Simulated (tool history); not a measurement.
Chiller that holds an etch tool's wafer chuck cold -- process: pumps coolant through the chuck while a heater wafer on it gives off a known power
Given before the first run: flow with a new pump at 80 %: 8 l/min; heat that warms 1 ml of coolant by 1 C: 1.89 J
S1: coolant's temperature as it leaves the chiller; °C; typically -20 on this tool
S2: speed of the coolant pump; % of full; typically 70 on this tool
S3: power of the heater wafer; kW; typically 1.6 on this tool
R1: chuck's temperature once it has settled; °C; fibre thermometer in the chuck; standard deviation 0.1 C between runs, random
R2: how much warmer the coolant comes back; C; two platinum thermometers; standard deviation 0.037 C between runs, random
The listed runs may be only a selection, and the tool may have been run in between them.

run 1 hour=0 | S1=-20 S2=70 S3=1.6 | R1=-4.7 R2=7.81
run 2 hour=79.6 | S1=-20 S2=70 S3=1.6 | R1=-4.6 R2=7.76
run 3 hour=142.1 | S1=-20 S2=70 S3=0.902 | R1=-11.3 R2=4.42
run 4 hour=234.1 | S1=-26 S2=70 S3=1.6 | R1=-10.3 R2=7.8
run 5 hour=319.1 | S1=-26 S2=70 S3=1.6 | R1=-10.6 R2=7.87
run 6 hour=369.4 | S1=-20 S2=70 S3=1.6 | R1=-4.4 R2=7.78
run 7 hour=454.7 | S1=-20 S2=70 S3=1.6 | R1=-4.2 R2=7.83
run 8 hour=502.7 | S1=-20 S2=70 S3=1.6 | R1=-4.4 R2=7.85
run 9 hour=603.4 | S1=-20 S2=65 S3=1.6 | R1=-3.2 R2=8.51
run 10 hour=675.8 | S1=-20 S2=65 S3=1.6 | R1=-3.4 R2=8.56
run 11 hour=779.7 | S1=-20 S2=78 S3=1.6 | R1=-5.5 R2=7.04
run 12 hour=878.3 | S1=-20 S2=78 S3=1.6 | R1=-5.6 R2=7.06
-- hour=981.5 chiller's thermometer calibrated
run 13 hour=992.9 | S1=-20 S2=78 S3=1.6 | R1=-5.3 R2=7.02
run 14 hour=1039.7 | S1=-20 S2=78 S3=1.6 | R1=-5.2 R2=7.02
run 15 hour=1094.2 | S1=-20 S2=78 S3=1.6 | R1=-5.1 R2=7.02
run 16 hour=1168.5 | S1=-20 S2=70 S3=1.6 | R1=-3.8 R2=8.05
run 17 hour=1279.4 | S1=-20 S2=92 S3=0.823 | R1=-13.1 R2=3.05

Predict the results of run 18:
run 18 hour=1341.1 | S1=-20 S2=84 S3=0.847 | R1=? R2=?

R1: -12.6 °C
R2: 3.44 C
Were there no unlogged condition in the tool, this run, its random variation unchanged, would have produced R1 -14.1 °C, R2 3.17 C.
